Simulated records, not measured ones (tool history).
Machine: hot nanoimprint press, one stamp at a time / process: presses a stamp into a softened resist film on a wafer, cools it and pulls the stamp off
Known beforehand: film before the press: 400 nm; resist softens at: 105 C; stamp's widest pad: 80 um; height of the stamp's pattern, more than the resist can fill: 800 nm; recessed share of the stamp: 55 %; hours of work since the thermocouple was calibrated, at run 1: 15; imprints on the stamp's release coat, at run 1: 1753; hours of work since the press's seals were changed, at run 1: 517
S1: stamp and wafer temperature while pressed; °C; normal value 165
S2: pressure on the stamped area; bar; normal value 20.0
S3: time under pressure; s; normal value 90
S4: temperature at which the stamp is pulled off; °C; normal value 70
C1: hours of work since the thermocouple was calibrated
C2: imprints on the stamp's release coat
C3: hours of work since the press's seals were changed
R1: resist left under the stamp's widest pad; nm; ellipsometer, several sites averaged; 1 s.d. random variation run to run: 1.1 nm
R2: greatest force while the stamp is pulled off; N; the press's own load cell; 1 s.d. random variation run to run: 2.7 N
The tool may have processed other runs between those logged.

run	day	S1	S2	S3	S4	C1	C2	C3	R1	R2
1	0.000	165	20.0	90	70	15	1753	517	165.0	231
2	1.712	165	20.0	90	70	39	1935	540	165.3	226
3	3.283	165	20.0	90	70	60	2102	562	165.9	247
4	4.625	165	19.3	90	70	79	2245	581	169.4	253
# day 5.554: stamp cleaned and given a new release coat
5	5.829	165	19.3	90	70	92	29	594	170.3	127
6	7.229	165	19.3	90	70	111	178	613	170.7	134
7	8.954	165	19.3	90	70	135	361	637	172.8	146
8	10.596	165	19.3	90	70	158	536	659	172.0	158
9	11.475	165	21.3	90	70	170	630	672	163.8	157
10	12.933	165	20.0	90	70	190	785	692	170.8	175
11	14.488	165	20.0	90	70	211	950	713	172.0	178
12	15.350	165	20.0	90	70	223	1042	725	173.8	184
13	17.183	174	20.0	90	56	249	1237	750	108.5	213
14	18.492	158	14.1	161	66	267	1376	768	238.1	212
15	20.192	174	13.0	115	71	290	1557	792	126.6	214
16	21.312	165	13.2	90	77	306	1676	807	211.9	199
17	22.404	158	13.5	125	74	321	1792	822	258.8	220
18	23.979	159	13.5	125	68	342	1960	844	250.8	251
19	24.992	160	13.7	59	64	356	2068	858	290.2	247
20	26.579	160	13.7	59	64	378	2236	880	291.0	272

Predict the results of run 21:
# day 27.612: stamp cleaned and given a new release coat
21	27.854	160	20.0	62	68	392	25	894	?	?

R1: 255.5 nm
R2: 128 N
Without the tool's hidden state the same run would have given R1 235.9 nm, R2 126 N.

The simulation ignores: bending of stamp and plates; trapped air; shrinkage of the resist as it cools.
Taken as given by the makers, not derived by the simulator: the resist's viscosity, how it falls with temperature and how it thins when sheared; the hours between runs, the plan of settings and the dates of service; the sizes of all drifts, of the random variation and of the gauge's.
